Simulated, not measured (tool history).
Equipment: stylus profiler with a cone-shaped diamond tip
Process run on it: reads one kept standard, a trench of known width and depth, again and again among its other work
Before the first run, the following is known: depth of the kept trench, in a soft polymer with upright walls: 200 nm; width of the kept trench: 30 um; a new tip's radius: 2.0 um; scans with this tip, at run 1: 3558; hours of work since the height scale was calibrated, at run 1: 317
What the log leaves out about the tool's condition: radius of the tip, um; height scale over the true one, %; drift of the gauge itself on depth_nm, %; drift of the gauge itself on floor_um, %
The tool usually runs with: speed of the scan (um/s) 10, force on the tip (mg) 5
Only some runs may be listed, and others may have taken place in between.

run	hour	speed of the scan (um/s)	force on the tip (mg)	scans with this tip	hours of work since the height scale was calibrated	depth of the trench (angstrom)	width of the trench's floor (µm)
1	0	10	5	3558	317	2034.1	28.21
2	19.2	10	5	3661	326	2034.2	28.21
3	34.1	10	5	3741	333	2034.4	28.25
4	50.8	10	5	3831	341	2034.4	28.27
5	66.1	10	5	3913	349	2034.4	28.25
6	76.7	10	5	3970	354	2034.4	28.23
7	92.9	10	5	4058	361	2034.3	28.26
8	102.4	10	5	4109	366	2034.3	28.2
9	113.9	10	5	4170	371	2034.4	28.22
10	125.4	10	5	4232	377	2034.6	28.23
11	135	10	5	4283	382	2034.6	28.22
12	154	10	5	4386	391	2034.3	28.29
13	166.2	10	5	4452	397	2034.4	28.2
14	177.5	10	5	4512	402	2034.3	28.22
15	191.1	10	5	4585	408	2034.3	28.26
16	210.1	10	5	4688	418	2034	28.21
17	217.8	10	5.65	4729	421	2036.8	28.24
18	231.7	10	5.65	4804	428	2037.2	28.27
19	244.7	10	5.65	4874	434	2037.2	28.21
20	263.6	10	5.65	4975	443	2037	28.28
21	281.2	10	13.1	5070	452	2065.5	28.19
22	295.9	10	13.1	5149	459	2065.5	28.2
23	312.6	10	13.1	5238	467	2065.2	28.22
24	328.8	10	2.01	5326	474	2018.5	28.2
25	336.7	10	4.97	5368	478	2034.4	28.23
26	345.2	30	1.9	5414	482	2018	28.18
27	358.2	4	4.03	5484	488	2029.8	28.22
28	370.6	20	4.52	5551	494	2031.6	28.19
29	385	3	3.54	5628	501	2027.2	28.22
30	400.2	7	3.61	5709	509	2027.5	28.25
31	410.7	12	6.02	5766	514	2038.5	28.25
32	426.7	6	4.74	5852	521	2032.9	28.2
33	443.6	9	5	5943	529	2034.3	28.2
34	455.8	10	7.93	6009	535	2046.9	28.23
35	470.5	2	10.18	6087	542	2055.5	28.28
36	487.4	2	10.18	6179	550	2055.3	28.25
37	496.8	2	10.18	6229	555	2055.4	28.24
38	508.4	2	10.18	6292	560	2055.3	28.3
39	519.8	13	6.99	6353	566	2043	28.21
40	536.3	13	7.31	6441	574	2044	28.25
41	552.5	2	7.42	6529	582	2044.7	28.25
42	561.2	15	1.87	6575	586	2017.6	28.21
43	573.1	25	11.12	6639	591	2058.9	28.25
44	592.1	25	11.12	6741	600	2058.3	28.22
45	607.7	11	5	6825	608	2034.3	28.22
46	618.7	3	2.69	6884	613	2022.6	28.21
47	630.2	3	2.69	6946	619	2022.7	28.27
48	648.9	3	2.69	7047	628	2022.9	28.25

Branching from run 48: 3 alternative next runs. What would each branch give?
A	658.5	5	6.61	7098	632	?	?
B	658.5	14	2.12	7098	632	?	?
C	658.5	10	2.54	7098	632	?	?

run	depth of the trench (angstrom)	width of the trench's floor (µm)
A	2041.2	28.27
B	2019	28.22
C	2021.8	28.23
Without the tool's unlogged condition, the same runs would have read:
run	depth of the trench (angstrom)	width of the trench's floor (µm)
A	2041.1	28.28
B	2019	28.22
C	2021.8	28.23
